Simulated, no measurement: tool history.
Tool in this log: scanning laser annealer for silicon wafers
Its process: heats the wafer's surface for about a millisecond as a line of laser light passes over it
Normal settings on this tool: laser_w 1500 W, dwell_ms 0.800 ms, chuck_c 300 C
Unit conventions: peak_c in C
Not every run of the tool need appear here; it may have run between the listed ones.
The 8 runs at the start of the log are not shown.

{"run": 9, "hour": 380.7, "laser_w": 1500, "dwell_ms": 0.8, "chuck_c": 300, "peak_c": 1025}
{"run": 10, "hour": 447.4, "laser_w": 1500, "dwell_ms": 0.8, "chuck_c": 300, "peak_c": 1028}
{"run": 11, "hour": 488.6, "laser_w": 1500, "dwell_ms": 0.8, "chuck_c": 300, "peak_c": 1024}
{"run": 12, "hour": 522.6, "laser_w": 1500, "dwell_ms": 0.8, "chuck_c": 300, "peak_c": 1026}
{"run": 13, "hour": 574.3, "laser_w": 1500, "dwell_ms": 0.8, "chuck_c": 300, "peak_c": 1025}
{"run": 14, "hour": 630.3, "laser_w": 1500, "dwell_ms": 0.8, "chuck_c": 300, "peak_c": 1025}
{"run": 15, "hour": 666.8, "laser_w": 1500, "dwell_ms": 0.8, "chuck_c": 331, "peak_c": 1057}
{"run": 16, "hour": 711.8, "laser_w": 1465, "dwell_ms": 0.8, "chuck_c": 331, "peak_c": 1040}
{"run": 17, "hour": 748.6, "laser_w": 1465, "dwell_ms": 0.764, "chuck_c": 331, "peak_c": 1021}
{"run": 18, "hour": 816.1, "laser_w": 1331, "dwell_ms": 0.764, "chuck_c": 331, "peak_c": 955}
{"run": 19, "hour": 887.0, "laser_w": 1331, "dwell_ms": 0.587, "chuck_c": 331, "peak_c": 881}
{"run": 20, "hour": 948.1, "laser_w": 1635, "dwell_ms": 0.786, "chuck_c": 334, "peak_c": 1125}
{"run": 21, "hour": 1010.2, "laser_w": 1635, "dwell_ms": 0.786, "chuck_c": 334, "peak_c": 1127}
{"run": 22, "hour": 1042.9, "laser_w": 1513, "dwell_ms": 0.906, "chuck_c": 262, "peak_c": 1041}
{"run": 23, "hour": 1076.7, "laser_w": 1365, "dwell_ms": 0.8, "chuck_c": 300, "peak_c": 954}
{"run": 24, "hour": 1115.8, "laser_w": 1365, "dwell_ms": 0.8, "chuck_c": 300, "peak_c": 952}
{"run": 25, "hour": 1151.3, "laser_w": 1500, "dwell_ms": 0.8, "chuck_c": 281, "peak_c": 1009}
{"run": 26, "hour": 1214.2, "laser_w": 1347, "dwell_ms": 0.67, "chuck_c": 313, "peak_c": 909}
{"hour": 1261.5, "done": "window over the wafer cleaned"}
{"run": 27, "hour": 1282.0, "laser_w": 1500, "dwell_ms": 0.892, "chuck_c": 317, "peak_c": 1081}
{"run": 28, "hour": 1315.7, "laser_w": 1500, "dwell_ms": 0.847, "chuck_c": 317, "peak_c": 1062}
{"run": 29, "hour": 1363.5, "laser_w": 1549, "dwell_ms": 0.8, "chuck_c": 289, "peak_c": 1042}
{"run": 30, "hour": 1419.4, "laser_w": 1553, "dwell_ms": 0.8, "chuck_c": 292, "peak_c": 1045}
{"run": 31, "hour": 1455.5, "laser_w": 1553, "dwell_ms": 0.793, "chuck_c": 336, "peak_c": 1085}
{"run": 32, "hour": 1506.9, "laser_w": 1520, "dwell_ms": 0.623, "chuck_c": 329, "peak_c": 987}

Each row is a separate what-if for the run after 32, all from the same tool condition, not one after another. Results?
{"hour": 1531.7, "done": "optics aligned, line set to its width"}
{"run": "A", "hour": 1568.7, "laser_w": 1339, "dwell_ms": 0.961, "chuck_c": 327, "peak_c": "?"}
{"hour": 1531.7, "done": "optics aligned, line set to its width"}
{"run": "B", "hour": 1568.7, "laser_w": 1328, "dwell_ms": 0.623, "chuck_c": 313, "peak_c": "?"}
{"hour": 1531.7, "done": "optics aligned, line set to its width"}
{"run": "C", "hour": 1568.7, "laser_w": 1626, "dwell_ms": 0.996, "chuck_c": 295, "peak_c": "?"}
{"hour": 1531.7, "done": "optics aligned, line set to its width"}
{"run": "D", "hour": 1568.7, "laser_w": 1292, "dwell_ms": 0.623, "chuck_c": 339, "peak_c": "?"}

run=A peak_c=1022
run=B peak_c=883
run=C peak_c=1173
run=D peak_c=887
Without the tool's unlogged condition, the same runs would have read:
run=A peak_c=1023
run=B peak_c=883
run=C peak_c=1173
run=D peak_c=888
